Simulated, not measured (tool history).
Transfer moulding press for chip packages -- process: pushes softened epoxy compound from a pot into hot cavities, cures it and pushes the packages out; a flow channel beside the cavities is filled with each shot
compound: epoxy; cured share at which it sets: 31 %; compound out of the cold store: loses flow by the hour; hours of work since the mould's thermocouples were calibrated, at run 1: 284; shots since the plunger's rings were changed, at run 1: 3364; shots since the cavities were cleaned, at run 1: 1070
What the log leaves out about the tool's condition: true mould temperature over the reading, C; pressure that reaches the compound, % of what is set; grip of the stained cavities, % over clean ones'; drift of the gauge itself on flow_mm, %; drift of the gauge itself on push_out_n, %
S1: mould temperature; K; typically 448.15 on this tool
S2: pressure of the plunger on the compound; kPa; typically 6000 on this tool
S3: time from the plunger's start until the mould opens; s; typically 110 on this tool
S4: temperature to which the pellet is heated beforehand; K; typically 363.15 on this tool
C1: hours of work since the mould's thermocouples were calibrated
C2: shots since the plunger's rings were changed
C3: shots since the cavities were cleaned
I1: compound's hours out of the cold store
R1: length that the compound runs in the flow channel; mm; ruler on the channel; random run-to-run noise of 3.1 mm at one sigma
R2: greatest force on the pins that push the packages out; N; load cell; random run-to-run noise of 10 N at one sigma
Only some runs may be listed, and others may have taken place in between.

Run 1, hour 0: usual settings; C1 284; C2 3364; C3 1070; I1 9.4. Result: R1 918 mm, R2 846 N.
At hour 3.7: cavities cleaned with cleaning compound and waxed.
Run 2, hour 12.8: usual settings; C1 291; C2 3499; C3 109; I1 40.9. Result: R1 787 mm, R2 550 N.
Run 3, hour 21.9: usual settings; C1 297; C2 3606; C3 216; I1 29.1. Result: R1 828 mm, R2 592 N.
Run 4, hour 27.7: usual settings; C1 301; C2 3675; C3 285; I1 23.7. Result: R1 855 mm, R2 629 N.
Run 5, hour 39.3: usual settings; C1 309; C2 3813; C3 423; I1 32.9. Result: R1 819 mm, R2 653 N.
Run 6, hour 45.9: usual settings but S4 369.15 K; C1 314; C2 3891; C3 501; I1 40.8. Result: R1 784 mm, R2 669 N.
Run 7, hour 55.5: usual settings but S4 369.15 K; C1 320; C2 4005; C3 615; I1 45.1. Result: R1 769 mm, R2 696 N.
Run 8, hour 64.4: usual settings but S4 369.15 K; C1 326; C2 4111; C3 721; I1 46.2. Result: R1 760 mm, R2 733 N.
Run 9, hour 73.1: usual settings but S3 106 s; C1 332; C2 4214; C3 824; I1 10.5. Result: R1 904 mm, R2 831 N.
Run 10, hour 81: usual settings but S3 106 s; C1 337; C2 4308; C3 918; I1 20.3. Result: R1 863 mm, R2 821 N.
Run 11, hour 88.3: usual settings; C1 342; C2 4395; C3 1005; I1 11.6. Result: R1 899 mm, R2 835 N.
At hour 97: cavities cleaned with cleaning compound and waxed.
Run 12, hour 101.2: usual settings; C1 350; C2 4530; C3 49; I1 19.6. Result: R1 869 mm, R2 524 N.
Run 13, hour 113.4: usual settings; C1 358; C2 4675; C3 194; I1 11.4. Result: R1 895 mm, R2 578 N.
Run 14, hour 125.6: usual settings but S3 124 s; C1 366; C2 4820; C3 339; I1 22.2. Result: R1 847 mm, R2 573 N.
Run 15, hour 137: usual settings but S1 443.15 K, S2 5850 kPa, S3 124 s; C1 374; C2 4955; C3 474; I1 14.7. Result: R1 879 mm, R2 761 N.
Run 16, hour 141.9: usual settings but S1 443.15 K, S2 5850 kPa, S3 124 s; C1 378; C2 5014; C3 533; I1 47.1. Result: R1 752 mm, R2 738 N.
Run 17, hour 149.4: usual settings but S1 452.15 K, S2 5560 kPa; C1 383; C2 5103; C3 622; I1 23.1. Result: R1 798 mm, R2 625 N.
Run 18, hour 155.1: usual settings but S1 452.15 K, S2 5560 kPa; C1 386; C2 5170; C3 689; I1 24.6. Result: R1 794 mm, R2 664 N.
At hour 164.9: plunger's sealing rings changed.
Run 19, hour 169.2: usual settings but S1 452.15 K, S2 5560 kPa; C1 394; C2 51; C3 827; I1 30.5. Result: R1 832 mm, R2 675 N.
Run 20, hour 175.6: usual settings but S1 453.15 K, S2 4580 kPa, S3 120 s, S4 353.15 K; C1 399; C2 127; C3 903; I1 25.6. Result: R1 773 mm, R2 651 N.
Run 21, hour 185.5: usual settings but S1 453.15 K, S2 4580 kPa, S3 120 s, S4 365.15 K; C1 405; C2 245; C3 1021; I1 33.6. Result: R1 737 mm, R2 682 N.
At hour 192.9: cavities cleaned with cleaning compound and waxed.
Run 22, hour 197.6: usual settings but S1 453.15 K, S2 4580 kPa, S3 120 s, S4 365.15 K; C1 413; C2 370; C3 55; I1 39.6. Result: R1 721 mm, R2 425 N.
Run 23, hour 203.9: usual settings but S1 452.15 K, S2 4720 kPa, S3 123 s, S4 364.15 K; C1 417; C2 445; C3 130; I1 36.8. Result: R1 740 mm, R2 464 N.
Run 24, hour 214.3: usual settings but S1 447.15 K, S2 6340 kPa, S3 105 s, S4 366.15 K; C1 424; C2 568; C3 253; I1 15.5. Result: R1 965 mm, R2 696 N.
Run 25, hour 225.2: usual settings but S1 447.15 K, S2 6340 kPa, S3 105 s, S4 366.15 K; C1 431; C2 698; C3 383; I1 19.9. Result: R1 938 mm, R2 766 N.
Run 26, hour 233.4: usual settings but S1 450.15 K; C1 437; C2 795; C3 480; I1 44.6. Result: R1 803 mm, R2 642 N.
Run 27, hour 240.6: usual settings but S1 440.15 K; C1 442; C2 881; C3 566; I1 26.6. Result: R1 910 mm, R2 1121 N.
Run 28, hour 246.1: usual settings but S1 454.15 K; C1 445; C2 946; C3 631; I1 16.6. Result: R1 909 mm, R2 587 N.

Branching from run 28: 5 alternative next runs. What would each branch give?
Run A, hour 257.3: usual settings but S2 7050 kPa, S4 371.15 K; C1 453; C2 1079; C3 764; I1 40.7. Result: R1 ?, R2 ?.
Run B, hour 257.3: usual settings but S1 452.15 K; C1 453; C2 1079; C3 764; I1 24.8. Result: R1 ?, R2 ?.
Run C, hour 257.3: usual settings but S1 454.15 K, S4 354.15 K; C1 453; C2 1079; C3 764; I1 25.8. Result: R1 ?, R2 ?.
Run D, hour 257.3: usual settings but S2 5480 kPa; C1 453; C2 1079; C3 764; I1 36.8. Result: R1 ?, R2 ?.
Run E, hour 257.3: usual settings but S3 114 s; C1 453; C2 1079; C3 764; I1 11.8. Result: R1 ?, R2 ?.

run   R1   R2
  A  883  745
  B  881  658
  C  869  633
  D  801  741
  E  943  746
Had the tool no hidden state, the same runs would have come out as:
run   R1   R2
  A  893  477
  B  891  426
  C  879  417
  D  810  473
  E  954  477

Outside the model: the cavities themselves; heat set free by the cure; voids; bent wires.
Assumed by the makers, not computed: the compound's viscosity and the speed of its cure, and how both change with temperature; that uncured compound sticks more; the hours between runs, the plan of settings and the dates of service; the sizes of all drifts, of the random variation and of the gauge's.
